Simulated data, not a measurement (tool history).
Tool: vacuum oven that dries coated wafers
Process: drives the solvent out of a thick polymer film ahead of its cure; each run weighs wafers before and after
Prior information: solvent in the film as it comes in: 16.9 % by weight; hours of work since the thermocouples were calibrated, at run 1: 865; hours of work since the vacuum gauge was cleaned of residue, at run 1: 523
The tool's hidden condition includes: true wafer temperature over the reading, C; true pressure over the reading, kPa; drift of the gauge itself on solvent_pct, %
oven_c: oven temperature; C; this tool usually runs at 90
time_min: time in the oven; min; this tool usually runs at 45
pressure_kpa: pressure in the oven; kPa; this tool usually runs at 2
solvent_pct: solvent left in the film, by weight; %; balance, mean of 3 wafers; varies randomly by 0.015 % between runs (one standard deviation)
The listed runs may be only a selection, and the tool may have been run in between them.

run    hour  oven_c  time_min  pressure_kpa  hours of work since the thermocouples were calibrated  hours of work since the vacuum gauge was cleaned of residue  solvent_pct
  1       0      90        45             2                                                    865                                                          523         1.59
  2      22      90        45             2                                                    875                                                          532         1.56
  3    40.5      90        45             2                                                    883                                                          540         1.59
  4    82.2      90        45             2                                                    901                                                          558         1.58
  5   123.9      90        45             2                                                    919                                                          576         1.59
  6   143.9      90        45          6.54                                                    927                                                          585         3.65
  7   177.1      90        45             2                                                    941                                                          599         1.59
  8   210.7     104        45             2                                                    956                                                          613         0.69
  9   228.9     104        45             2                                                    964                                                          621         0.66
 10   268.6     104        45             2                                                    981                                                          638         0.69
 11   309.5      82        45             2                                                    998                                                          656         2.81
 12   341.4      79        45             2                                                   1012                                                          670         3.39
 13   374.3      90        45             2                                                   1026                                                          684         1.63
 14   409.5      90        45             2                                                   1042                                                          699         1.65
 15   439.9      87        45             2                                                   1055                                                          712            2
 16   478.4      90        45             2                                                   1071                                                          729         1.62
 17   511.6      90        45             2                                                   1085                                                          743         1.63
 18   535.3      90        45             2                                                   1096                                                          753         1.64
      540.2  -- oven's thermocouples calibrated
 19   563.6      90        45             2                                                     10                                                          764         1.73
 20   586.5      90        62             2                                                     20                                                          774         1.26
 21   620.7      85        45             2                                                     35                                                          789         2.41
      629.5  -- oven's thermocouples calibrated, once more
 22   654.4      85        45             2                                                     11                                                          803          2.3
 23   675.2      85        45             2                                                     20                                                          812         2.26
 24   696.8      85        45             2                                                     29                                                          821         2.27
 25   721.8      85        45             2                                                     40                                                          832         2.29
 26   749.3      85        40          3.92                                                     52                                                          844         3.59
 27   777.2      85        74          1.63                                                     64                                                          856         1.29
 28   797.2      85        74          1.63                                                     72                                                          864          1.3
 29   836.7      90        22          2.57                                                     89                                                          881         4.02
 30   868.5      90        45          3.43                                                    103                                                          895         2.26
 31   898.3      95        69          7.06                                                    116                                                          908         2.91
 32   934.9     101        65          6.88                                                    132                                                          924         2.29
 33   954.1      92        71          4.89                                                    140                                                          932         2.33
 34   990.1      95        31          3.82                                                    155                                                          947         2.47
 35  1007.5      95        31          3.82                                                    163                                                          955         2.48
 36  1043.5     104        45          5.35                                                    178                                                          970         1.66
 37  1075.5     104        45          5.35                                                    192                                                          984         1.67
 38  1114.3      85        27          3.07                                                    209                                                         1001         4.56
 39  1154.1      85        27          3.07                                                    226                                                         1018         4.62
 40    1193      85        65          2.29                                                    243                                                         1035         1.82
 41  1231.7      93        37             2                                                    259                                                         1051         1.67
 42  1255.9      77        45           1.2                                                    270                                                         1062         3.39
 43  1295.3      77        77          4.28                                                    287                                                         1079         4.21
 44  1316.7      77        26          6.62                                                    296                                                         1088         8.82
 45  1344.3      77        26          6.62                                                    308                                                         1100         8.92
 46    1376      77        40          1.63                                                    322                                                         1114         4.22
 47    1399      77        40          1.63                                                    331                                                         1123         4.19
 48  1422.2     103        65             2                                                    341                                                         1133         0.69

3 options for the next run, each taken on its own from the tool as it stands now. Forecast them:
  A  1460      92        38          2.21                                                    358                                                         1150            ?
  B  1460      90        29          2.69                                                    358                                                         1150            ?
  C  1460      96        52          4.84                                                    358                                                         1150            ?

run  solvent_pct
  A         1.89
  B         3.13
  C         2.07
Had the tool no hidden state, the same runs would have come out as:
run  solvent_pct
  A         1.64
  B         2.85
  C         1.86
